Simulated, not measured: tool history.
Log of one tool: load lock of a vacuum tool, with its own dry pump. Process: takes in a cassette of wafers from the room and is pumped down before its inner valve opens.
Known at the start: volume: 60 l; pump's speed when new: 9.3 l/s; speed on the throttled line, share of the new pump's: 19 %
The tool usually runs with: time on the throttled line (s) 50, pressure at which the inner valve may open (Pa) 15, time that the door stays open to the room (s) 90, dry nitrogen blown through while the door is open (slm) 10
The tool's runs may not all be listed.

| run | hour | time on the throttled line (s) | pressure at which the inner valve may open (Pa) | time that the door stays open to the room (s) | dry nitrogen blown through while the door is open (slm) | incoming humidity of the room's air, % | time from the closed door until the inner valve may open (s) | rise of the pressure with all valves shut (Pa/min) |
|---|---|---|---|---|---|---|---|---|
| 1 | 0.0 | 50 | 15 | 90 | 10 | 46.0 | 103.4 | 0.152 |
| 2 | 109.7 | 50 | 15 | 90 | 10 | 44.8 | 102.5 | 0.150 |
| 3 | 179.2 | 50 | 15 | 90 | 19 | 48.0 | 103.1 | 0.138 |
| 4 | 319.5 | 50 | 15 | 90 | 19 | 45.6 | 102.4 | 0.152 |
| 5 | 439.0 | 50 | 15 | 90 | 19 | 44.8 | 102.0 | 0.151 |
| 6 | 587.3 | 50 | 15 | 90 | 10 | 43.6 | 104.0 | 0.162 |
| 7 | 701.6 | 50 | 15 | 90 | 10 | 44.3 | 102.9 | 0.165 |
| 8 | 767.0 | 50 | 15 | 90 | 10 | 45.1 | 103.6 | 0.174 |
| 9 | 890.3 | 50 | 15 | 90 | 5 | 48.8 | 104.4 | 0.180 |
| 10 | 980.3 | 50 | 15 | 90 | 10 | 45.1 | 103.8 | 0.179 |
| 11 | 1053.3 | 50 | 14 | 90 | 10 | 44.8 | 104.5 | 0.177 |
| 12 | 1128.2 | 50 | 15 | 90 | 10 | 45.2 | 103.5 | 0.178 |
| 13 | 1192.9 | 50 | 15 | 90 | 10 | 46.0 | 104.5 | 0.186 |
| 14 | 1344.0 | 50 | 15 | 90 | 10 | 44.7 | 103.3 | 0.188 |
| 15 | 1435.4 | 50 | 15 | 90 | 10 | 45.3 | 103.6 | 0.191 |
| 16 | 1501.5 | 50 | 15 | 90 | 10 | 44.7 | 103.5 | 0.196 |
| 17 | 1596.5 | 50 | 15 | 90 | 10 | 44.1 | 103.7 | 0.191 |
| 18 | 1660.5 | 50 | 15 | 90 | 10 | 48.4 | 103.5 | 0.199 |
| 19 | 1741.3 | 80 | 15 | 90 | 10 | 45.1 | 127.2 | 0.198 |
| 20 | 1858.6 | 80 | 15 | 90 | 10 | 42.7 | 127.6 | 0.206 |
| 21 | 1993.0 | 50 | 13 | 90 | 6 | 45.5 | 106.8 | 0.217 |
| 22 | 2060.8 | 69 | 15 | 90 | 7 | 45.0 | 119.2 | 0.211 |
| 23 | 2203.6 | 82 | 18 | 90 | 43 | 43.4 | 127.7 | 0.196 |
| 24 | 2319.2 | 86 | 15 | 63 | 10 | 46.8 | 132.7 | 0.221 |
| 25 | 2382.5 | 82 | 15 | 193 | 6 | 49.5 | 129.5 | 0.262 |
| 26 | 2452.8 | 50 | 27 | 137 | 10 | 44.0 | 101.0 | 0.235 |
| 27 | 2556.7 | 77 | 15 | 90 | 12 | 41.6 | 125.5 | 0.225 |
| 28 | 2659.1 | 77 | 15 | 90 | 12 | 48.8 | 125.3 | 0.243 |
| 29 | 2806.7 | 50 | 15 | 26 | 12 | 46.0 | 104.4 | 0.220 |
| 30 | 2891.0 | 50 | 15 | 26 | 12 | 45.7 | 105.1 | 0.026 |
| 31 | 3035.5 | 50 | 12 | 26 | 11 | 48.4 | 106.8 | 0.029 |
| 32 | 3112.4 | 37 | 12 | 26 | 22 | 46.3 | 96.0 | 0.028 |
| 33 | 3208.5 | 30 | 18 | 69 | 7 | 44.2 | 88.8 | 0.054 |
| 34 | 3325.5 | 51 | 12 | 34 | 31 | 44.1 | 108.9 | 0.026 |
| 35 | 3412.6 | 51 | 12 | 34 | 31 | 46.1 | 107.1 | 0.025 |
| 36 | 3560.9 | 50 | 10 | 96 | 10 | 45.6 | 108.6 | 0.063 |

Between the runs listed above, the log contained 1 entry, not reproduced here. Where in the sequence does each belong, and how does what the log doesn't record of the tool's condition differ from the listed run before to the listed run after?
After run 29, before run 30: door's seal changed, seat wiped (hour 2860.1)
  pump's speed, % of a new pump's: 87 -> 86.9; leak at the door's seal, Pa l/s: 0.1949 -> 0.0017
  measured minus no-state result, time from the closed door until the inner valve may open (s): +7.2 -> +7.3; rise of the pressure with all valves shut (Pa/min): +0.195 -> +0.000
